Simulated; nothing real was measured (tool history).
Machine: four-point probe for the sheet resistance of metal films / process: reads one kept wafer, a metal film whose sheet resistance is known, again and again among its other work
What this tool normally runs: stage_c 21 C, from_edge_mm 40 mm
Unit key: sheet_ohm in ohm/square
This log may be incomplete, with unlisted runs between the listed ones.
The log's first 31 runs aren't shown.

| run | hour | stage_c | from_edge_mm | touches since the probe head was changed | hours of work since the stage's thermometer was calibrated | sheet_ohm |
|---|---|---|---|---|---|---|
| 32 | 1522.5 | 24 | 17 | 64730 | 215 | 1.432261 |
| 33 | 1569.5 | 24 | 8 | 66251 | 234 | 1.435061 |
| 34 | 1638.3 | 24 | 8 | 68484 | 262 | 1.436154 |
| 35 | 1691.2 | 27 | 5 | 70199 | 284 | 1.441295 |
| 36 | 1750.1 | 33 | 44 | 72108 | 309 | 1.435967 |
| 37 | 1787.3 | 27 | 5 | 73314 | 324 | 1.442484 |
| 38 | 1841.5 | 32 | 13 | 75071 | 346 | 1.437606 |
| 39 | 1881.3 | 22 | 72 | 76360 | 363 | 1.434461 |
| 40 | 1939.1 | 23 | 10 | 78234 | 387 | 1.437208 |
| 41 | 1981.6 | 32 | 62 | 79613 | 404 | 1.43767 |
| 42 | 2047.9 | 20 | 4 | 81764 | 432 | 1.447432 |
|  | 2083.1 | new probe head fitted |
| 43 | 2108.8 | 20 | 6 | 835 | 457 | 1.412343 |
| 44 | 2157.8 | 20 | 6 | 2422 | 477 | 1.412681 |

Predict each of these 4 candidate next runs independently; none follows another, all start after run 44:
| A | 2202.4 | 30 | 8 | 3867 | 495 | ? |
| B | 2202.4 | 28 | 13 | 3867 | 495 | ? |
| C | 2202.4 | 27 | 10 | 3867 | 495 | ? |
| D | 2202.4 | 20 | 18 | 3867 | 495 | ? |

| run | sheet_ohm |
|---|---|
| A | 1.413353 |
| B | 1.411198 |
| C | 1.411436 |
| D | 1.40846 |
Without the tool's unlogged condition, the same runs would have read:
| run | sheet_ohm |
|---|---|
| A | 1.424286 |
| B | 1.422108 |
| C | 1.422343 |
| D | 1.419315 |

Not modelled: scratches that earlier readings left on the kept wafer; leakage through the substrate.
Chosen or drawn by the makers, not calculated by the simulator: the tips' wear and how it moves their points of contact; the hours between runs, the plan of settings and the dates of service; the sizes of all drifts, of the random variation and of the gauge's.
